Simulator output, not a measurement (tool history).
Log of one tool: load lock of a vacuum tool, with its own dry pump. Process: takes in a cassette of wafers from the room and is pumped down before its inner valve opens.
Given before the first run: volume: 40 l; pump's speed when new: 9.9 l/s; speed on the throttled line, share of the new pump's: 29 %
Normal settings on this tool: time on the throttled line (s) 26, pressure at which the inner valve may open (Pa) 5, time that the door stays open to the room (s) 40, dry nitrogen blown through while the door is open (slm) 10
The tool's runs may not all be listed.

run	hour	time on the throttled line (s)	pressure at which the inner valve may open (Pa)	time that the door stays open to the room (s)	dry nitrogen blown through while the door is open (slm)	incoming humidity of the room's air, %	time from the closed door until the inner valve may open (s)	rise of the pressure with all valves shut (Pa/min)
1	0.0	26	5	40	10	45.4	66.3	0.074
2	92.6	26	5	40	10	45.5	65.4	0.078
3	242.2	26	5	40	6	44.1	66.2	0.087
4	382.0	26	5	40	10	43.0	66.7	0.070
5	476.7	26	5	40	10	46.8	67.1	0.081
6	628.3	26	5	40	10	45.3	65.8	0.083
7	791.9	26	5	40	10	45.4	67.2	0.088
8	950.6	26	5	40	10	45.5	66.7	0.085
9	1163.8	26	5	40	10	48.7	66.6	0.097
10	1261.7	26	5	40	10	46.5	66.5	0.092
11	1481.5	26	5	40	10	43.5	67.8	0.086
12	1633.9	43	5	40	10	46.0	78.5	0.090
13	1779.8	43	5	40	10	45.1	80.0	0.096
14	1907.4	43	5	56	26	44.7	79.5	0.081
15	2031.1	31	5	77	10	45.0	71.7	0.099
16	2200.6	31	5	77	10	44.1	71.6	0.106
17	2360.7	31	9	71	10	45.8	67.8	0.107
18	2488.9	26	5	40	17	44.8	67.9	0.095
19	2596.1	26	5	40	40	44.3	69.9	0.084
20	2711.6	26	5	40	40	44.8	68.8	0.087
21	2814.6	26	5	40	10	44.5	68.7	0.104
22	2978.6	36	6	40	11	44.3	74.4	0.105
23	3171.3	36	6	40	11	43.8	75.4	0.103

3 ways to go on from here, each from the tool as it stands after run 23. What would each give?
A	3299.0	14	6	40	11	42.1	?	?
B	3299.0	24	6	47	11	46.8	?	?
C	3299.0	39	6	40	11	44.2	?	?

run	time from the closed door until the inner valve may open (s)	rise of the pressure with all valves shut (Pa/min)
A	60.9	0.108
B	68.0	0.111
C	77.2	0.106
With the hidden condition removed and each run's random variation left untouched, the same runs would have given:
run	time from the closed door until the inner valve may open (s)	rise of the pressure with all valves shut (Pa/min)
A	49.3	0.026
B	57.1	0.031
C	67.8	0.024
